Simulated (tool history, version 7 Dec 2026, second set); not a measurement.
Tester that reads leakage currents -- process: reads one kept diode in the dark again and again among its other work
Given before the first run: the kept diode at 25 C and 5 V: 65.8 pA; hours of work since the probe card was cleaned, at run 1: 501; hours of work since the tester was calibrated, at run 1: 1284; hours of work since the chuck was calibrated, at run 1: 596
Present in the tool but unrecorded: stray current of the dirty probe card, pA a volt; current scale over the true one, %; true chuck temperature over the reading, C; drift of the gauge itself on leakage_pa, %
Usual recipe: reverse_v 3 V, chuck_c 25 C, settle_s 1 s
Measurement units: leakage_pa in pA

run,hour,reverse_v,chuck_c,settle_s,hours of work since the probe card was cleaned,hours of work since the tester was calibrated,hours of work since the chuck was calibrated,leakage_pa
1,0,3,25,1,501,1284,596,50.09
2,40.8,3,25,1,530,1313,626,49.67
3,60.4,3,25,1,544,1327,640,50.06
4,81,3,25,1,559,1342,655,49.81
5,118.9,3,25,0.8,586,1369,682,50.3
6,139.7,3,25,7.72,601,1384,697,49.07
7,159.9,3,25,7.72,616,1398,711,49
# hour 174.8: chuck's temperature calibrated
8,199.6,3,25,7.72,643,1425,18,49.19
9,226.1,3,25,1,662,1444,37,49.79
10,263.1,3,25,1,688,1471,63,49.89
11,305.7,3,25,1,719,1501,94,49.92
12,343.1,3,25,1,746,1528,121,50.15
13,378.4,3,25,1,771,1553,146,49.99
14,403.6,3,25,1,789,1572,164,50.14
15,422.5,3,34,1,803,1585,178,114.29
16,466.2,1.69,25,1,834,1616,209,35.56
17,490.8,3,25,1.81,852,1634,227,49.05
18,510.4,2.33,53,1.81,866,1648,241,497.48
19,541.4,2.33,41,1.81,888,1670,263,182.89
20,570.7,1.46,41,1.81,909,1691,284,138.98
21,591.4,3,31,3.77,924,1706,299,86.6
22,628.8,3,31,3.77,951,1733,326,85.77
23,665.2,1.17,34,0.69,977,1759,352,65.65
24,706,9.34,29,5.58,1006,1788,381,139.58
25,740,18.24,54,9.31,1030,1813,405,1778.77
26,768,1.9,22,7.22,1050,1833,425,28.03
27,790.8,3,47,8.79,1067,1849,442,350.92
28,818.4,3,21,1.61,1087,1869,462,33.69
29,852.9,3,21,1.61,1111,1894,486,33.81
30,891.3,3,27,1,1139,1921,514,60.24
31,927.1,16.91,25,1,1164,1947,539,140.45
32,949.5,3,27,1.74,1181,1963,556,59.86
33,968.1,3,28,0.41,1194,1976,569,67.93

4 options for the next run, each taken on its own from the tool as it stands now. Forecast them:
A,1002.6,19.48,25,0.97,1219,2001,594,?
B,1002.6,7.3,28,4.49,1219,2001,594,?
C,1002.6,7.87,58,0.62,1219,2001,594,?
D,1002.6,1.43,43,0.5,1219,2001,594,?

run,leakage_pa
A,153.26
B,110.1
C,1507.76
D,164.32
Had the tool no hidden state, the same runs would have come out as:
run,leakage_pa
A,153.14
B,110.08
C,1508.23
D,164.38
